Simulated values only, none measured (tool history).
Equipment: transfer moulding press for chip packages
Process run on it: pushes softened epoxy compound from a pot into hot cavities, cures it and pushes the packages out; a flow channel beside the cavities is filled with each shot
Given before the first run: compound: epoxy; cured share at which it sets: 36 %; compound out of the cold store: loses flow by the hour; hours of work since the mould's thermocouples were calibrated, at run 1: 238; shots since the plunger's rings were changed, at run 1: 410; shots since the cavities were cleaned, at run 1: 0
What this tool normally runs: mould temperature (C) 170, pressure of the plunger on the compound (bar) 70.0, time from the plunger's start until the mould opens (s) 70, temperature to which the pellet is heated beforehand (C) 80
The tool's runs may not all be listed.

run	day	mould temperature (C)	pressure of the plunger on the compound (bar)	time from the plunger's start until the mould opens (s)	temperature to which the pellet is heated beforehand (C)	hours of work since the mould's thermocouples were calibrated	shots since the plunger's rings were changed	shots since the cavities were cleaned	incoming compound's hours out of the cold store	length that the compound runs in the flow channel (mm)	greatest force on the pins that push the packages out (N)
1	0.000	170	70.0	70	80	238	410	0	14.9	633	622
2	0.408	170	70.0	70	80	245	562	152	41.2	578	638
3	0.762	170	70.0	70	80	252	695	285	19.3	627	763
4	1.146	170	70.0	70	83	258	838	428	35.1	583	817
5	1.483	170	70.0	70	83	264	963	553	24.6	607	848
6	1.750	170	70.0	70	83	269	1064	654	38.9	580	821
# day 1.983: cavities cleaned with cleaning compound and waxed
7	2.162	170	70.0	70	83	275	1195	68	8.9	642	657
8	2.604	175	70.0	70	83	283	1359	232	34.5	573	536
9	2.950	175	70.0	70	83	289	1488	361	39.1	565	573
10	3.146	175	70.0	97	83	292	1562	435	17.3	609	500
11	3.442	170	70.0	70	80	297	1673	546	28.8	592	834
12	3.688	170	70.0	70	80	302	1764	637	25.4	600	869
13	3.879	170	70.0	70	80	305	1835	708	32.9	580	895
# day 3.971: cavities cleaned with cleaning compound and waxed
14	4.271	170	70.0	70	80	311	1959	113	37.2	573	641
15	4.608	170	87.9	70	80	317	2084	238	40.2	622	665
16	4.812	170	87.9	70	80	320	2161	315	9.2	708	788
17	5.246	170	80.4	68	80	328	2323	477	44.5	583	846
18	5.496	177	80.2	53	80	332	2416	570	32.8	604	1128
# day 5.967: cavities cleaned with cleaning compound and waxed
19	5.971	165	60.7	65	80	339	2571	2	45.4	513	949
20	6.375	177	60.7	102	80	347	2721	152	41.5	496	407
# day 6.721: plunger's sealing rings changed
21	6.812	174	74.0	71	73	352	34	276	34.9	601	541
22	6.996	174	57.3	87	90	356	103	345	13.4	585	486
23	7.179	167	70.0	67	84	359	172	414	32.3	602	1083
24	7.592	170	70.0	70	80	366	326	568	12.6	648	899
25	7.904	171	70.0	70	86	372	443	685	33.6	589	729
# day 8.062: cavities cleaned with cleaning compound and waxed
26	8.238	170	84.2	70	80	376	544	66	47.2	620	600
27	8.662	170	84.2	70	80	384	703	225	43.4	618	669
28	8.858	170	84.2	70	80	387	775	297	33.8	648	735

Describe how what the log doesn't record of the tool's condition differs between the last listed run preceding each entry between runs and the first listed run following it.
After run 6, before run 7: cavities cleaned with cleaning compound and waxed (day 1.983)
  true mould temperature over the reading, C: 0.81 -> 0.82; pressure that reaches the compound, % of what is set: 95.32 -> 94.79; grip of the stained cavities, % over clean ones': 52.5 -> 9.3
  what was measured, less what the result would be without the hidden state, length that the compound runs in the flow channel (mm): -15 -> -19; greatest force on the pins that push the packages out (N): +253 -> +18
After run 13, before run 14: cavities cleaned with cleaning compound and waxed (day 3.971)
  true mould temperature over the reading, C: 0.89 -> 0.9; pressure that reaches the compound, % of what is set: 92.25 -> 91.69; grip of the stained cavities, % over clean ones': 53.8 -> 14.6
  what was measured, less what the result would be without the hidden state, length that the compound runs in the flow channel (mm): -26 -> -27; greatest force on the pins that push the packages out (N): +275 -> +46
After run 18, before run 19: cavities cleaned with cleaning compound and waxed (day 5.967)
  true mould temperature over the reading, C: 0.94 -> 0.96; pressure that reaches the compound, % of what is set: 89.9 -> 89.25; grip of the stained cavities, % over clean ones': 48.3 -> 0.6
  what was measured, less what the result would be without the hidden state, length that the compound runs in the flow channel (mm): -34 -> -32; greatest force on the pins that push the packages out (N): +317 -> -55
After run 20, before run 21: plunger's sealing rings changed (day 6.721)
  true mould temperature over the reading, C: 0.97 -> 0.99; pressure that reaches the compound, % of what is set: 88.7 -> 98.93; grip of the stained cavities, % over clean ones': 18.5 -> 30
  what was measured, less what the result would be without the hidden state, length that the compound runs in the flow channel (mm): -33 -> -4; greatest force on the pins that push the packages out (N): +63 -> +104
After run 25, before run 26: cavities cleaned with cleaning compound and waxed (day 8.062)
  true mould temperature over the reading, C: 1.03 -> 1.04; pressure that reaches the compound, % of what is set: 97.26 -> 96.86; grip of the stained cavities, % over clean ones': 53.5 -> 9.2
  what was measured, less what the result would be without the hidden state, length that the compound runs in the flow channel (mm): -10 -> -12; greatest force on the pins that push the packages out (N): +222 -> +11

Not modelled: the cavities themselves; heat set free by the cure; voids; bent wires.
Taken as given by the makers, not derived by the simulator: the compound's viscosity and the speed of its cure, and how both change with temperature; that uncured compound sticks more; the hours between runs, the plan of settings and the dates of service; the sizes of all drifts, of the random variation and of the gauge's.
